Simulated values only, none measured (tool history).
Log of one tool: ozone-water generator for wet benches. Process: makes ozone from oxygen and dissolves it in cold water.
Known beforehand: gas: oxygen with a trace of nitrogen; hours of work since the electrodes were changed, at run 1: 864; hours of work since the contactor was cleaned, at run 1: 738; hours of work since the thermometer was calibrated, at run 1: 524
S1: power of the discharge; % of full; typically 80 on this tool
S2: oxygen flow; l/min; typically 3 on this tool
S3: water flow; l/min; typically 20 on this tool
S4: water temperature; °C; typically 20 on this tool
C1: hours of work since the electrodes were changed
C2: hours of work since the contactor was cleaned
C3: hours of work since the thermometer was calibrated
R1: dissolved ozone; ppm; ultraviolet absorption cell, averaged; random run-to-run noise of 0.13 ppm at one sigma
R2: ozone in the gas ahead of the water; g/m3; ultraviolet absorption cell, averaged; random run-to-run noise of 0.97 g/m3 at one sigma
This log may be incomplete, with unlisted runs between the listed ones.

Run 1, day 0: usual settings; C1 864; C2 738; C3 524. Result: R1 13.1 ppm, R2 158.8 g/m3.
Run 2, day 0.979: usual settings; C1 887; C2 761; C3 547. Result: R1 13.3 ppm, R2 157.2 g/m3.
Run 3, day 2.217: usual settings; C1 916; C2 790; C3 577. Result: R1 13.2 ppm, R2 160.1 g/m3.
Run 4, day 3.404: usual settings; C1 944; C2 818; C3 605. Result: R1 13.1 ppm, R2 158.6 g/m3.
Run 5, day 4.871: usual settings; C1 979; C2 853; C3 639. Result: R1 13 ppm, R2 158 g/m3.
Run 6, day 6.425: usual settings but S2 3.39 l/min; C1 1016; C2 890; C3 676. Result: R1 13.2 ppm, R2 146 g/m3.
Run 7, day 8.071: usual settings; C1 1055; C2 929; C3 715. Result: R1 13.2 ppm, R2 156.6 g/m3.
Run 8, day 9.029: usual settings; C1 1078; C2 952; C3 738. Result: R1 13.1 ppm, R2 156.8 g/m3.
Run 9, day 10.521: usual settings; C1 1113; C2 987; C3 774. Result: R1 12.9 ppm, R2 156 g/m3.
Run 10, day 12.429: usual settings but S3 15 l/min; C1 1158; C2 1032; C3 819. Result: R1 16.5 ppm, R2 157 g/m3.
Run 11, day 13.833: usual settings but S3 15 l/min; C1 1192; C2 1066; C3 852. Result: R1 16.4 ppm, R2 155.3 g/m3.
Run 12, day 15.346: usual settings but S1 57 % of full; C1 1228; C2 1102; C3 888. Result: R1 9.8 ppm, R2 117.6 g/m3.
Run 13, day 17.171: usual settings but S1 57 % of full; C1 1271; C2 1145; C3 931. Result: R1 9.7 ppm, R2 117.2 g/m3.
Run 14, day 18.138: usual settings but S1 57 % of full; C1 1294; C2 1168; C3 954. Result: R1 9.6 ppm, R2 117.5 g/m3.
Run 15, day 18.929: usual settings but S1 57 % of full, S4 24 °C; C1 1313; C2 1186; C3 973. Result: R1 9.1 ppm, R2 117.1 g/m3.
Run 16, day 20.046: usual settings but S1 57 % of full, S4 24 °C; C1 1339; C2 1213; C3 999. Result: R1 9 ppm, R2 117.3 g/m3.
Run 17, day 21.7: usual settings but S1 57 % of full, S3 18 l/min, S4 24 °C; C1 1378; C2 1252; C3 1039. Result: R1 10.2 ppm, R2 117.3 g/m3.
Run 18, day 23.029: usual settings but S1 91 % of full, S3 18 l/min, S4 19 °C; C1 1410; C2 1284; C3 1070. Result: R1 16.1 ppm, R2 171.8 g/m3.
Run 19, day 24.504: usual settings but S1 91 % of full, S3 18 l/min, S4 19 °C; C1 1445; C2 1319; C3 1105. Result: R1 15.9 ppm, R2 171.2 g/m3.
Run 20, day 26.133: usual settings but S1 91 % of full, S3 18 l/min, S4 19 °C; C1 1483; C2 1357; C3 1144. Result: R1 15.5 ppm, R2 171.1 g/m3.
Run 21, day 27.483: usual settings but S1 79 % of full, S2 3.05 l/min, S3 22 l/min, S4 17 °C; C1 1515; C2 1389; C3 1176. Result: R1 11.5 ppm, R2 150.5 g/m3.
Run 22, day 28.642: usual settings but S1 79 % of full, S2 3.05 l/min, S3 22 l/min, S4 17 °C; C1 1543; C2 1417; C3 1203. Result: R1 11.6 ppm, R2 150.3 g/m3.
Run 23, day 29.692: usual settings but S1 79 % of full, S2 3.05 l/min, S3 22 l/min, S4 17 °C; C1 1568; C2 1442; C3 1228. Result: R1 11.4 ppm, R2 150.1 g/m3.
Run 24, day 31.362: usual settings but S1 61 % of full, S2 2.64 l/min, S3 18 l/min; C1 1607; C2 1481; C3 1268. Result: R1 11 ppm, R2 132.2 g/m3.
Run 25, day 32.492: usual settings but S1 61 % of full, S2 2.64 l/min, S3 18 l/min; C1 1634; C2 1508; C3 1294. Result: R1 11 ppm, R2 132.3 g/m3.
Run 26, day 34.367: usual settings but S1 61 % of full, S2 2.64 l/min, S3 18 l/min; C1 1679; C2 1553; C3 1339. Result: R1 11.1 ppm, R2 130.3 g/m3.
Run 27, day 35.246: usual settings but S2 1.81 l/min; C1 1699; C2 1573; C3 1360. Result: R1 12 ppm, R2 207.9 g/m3.
Run 28, day 37.138: usual settings but S1 55 % of full, S2 1.92 l/min, S3 12 l/min, S4 18 °C; C1 1744; C2 1618; C3 1405. Result: R1 14.5 ppm, R2 146.4 g/m3.
Run 29, day 38.8: usual settings but S1 55 % of full, S2 2.2 l/min, S4 18 °C; C1 1784; C2 1658; C3 1444. Result: R1 9.1 ppm, R2 134.4 g/m3.
Run 30, day 40.35: usual settings but S1 55 % of full, S2 2.84 l/min, S3 28 l/min, S4 14 °C; C1 1821; C2 1694; C3 1481. Result: R1 6.7 ppm, R2 114.2 g/m3.
Run 31, day 42.092: usual settings but S1 55 % of full, S2 2.84 l/min, S3 28 l/min, S4 14 °C; C1 1862; C2 1736; C3 1522. Result: R1 6.7 ppm, R2 114.3 g/m3.
Run 32, day 43.467: usual settings but S1 55 % of full, S2 2.84 l/min, S3 28 l/min, S4 14 °C; C1 1894; C2 1768; C3 1555. Result: R1 6.7 ppm, R2 115.1 g/m3.

Below, some changes in R1 between adjacent runs. For each, the amount present without the hidden state too (settings, incoming material, random variation) and the amount remaining for the hidden state with gauge scatter not shared by both compared results:
Hidden state at play: yield of the discharge, % of new electrodes'; contactor's efficiency, % of a clean one's; true water temperature over the reading, C; drift of the gauge itself on ozone_ppm, %; drift of the gauge itself on gas_g_m3, %.
Run 11 -> 12: S1 80 -> 57, S3 15 -> 20. R1 -6.6 ppm: hidden state +0.6, all else -7.2.
Run 17 -> 18: S1 57 -> 91, S4 24 -> 19. R1 +5.9 ppm: hidden state -0.9, all else +6.8.
Run 20 -> 21: S1 91 -> 79, S2 3 -> 3.05, S3 18 -> 22, S4 19 -> 17. R1 -4 ppm: hidden state +0.5, all else -4.5.
Run 28 -> 29: S2 1.92 -> 2.2, S3 12 -> 20. R1 -5.4 ppm: hidden state +0.3, all else -5.7.
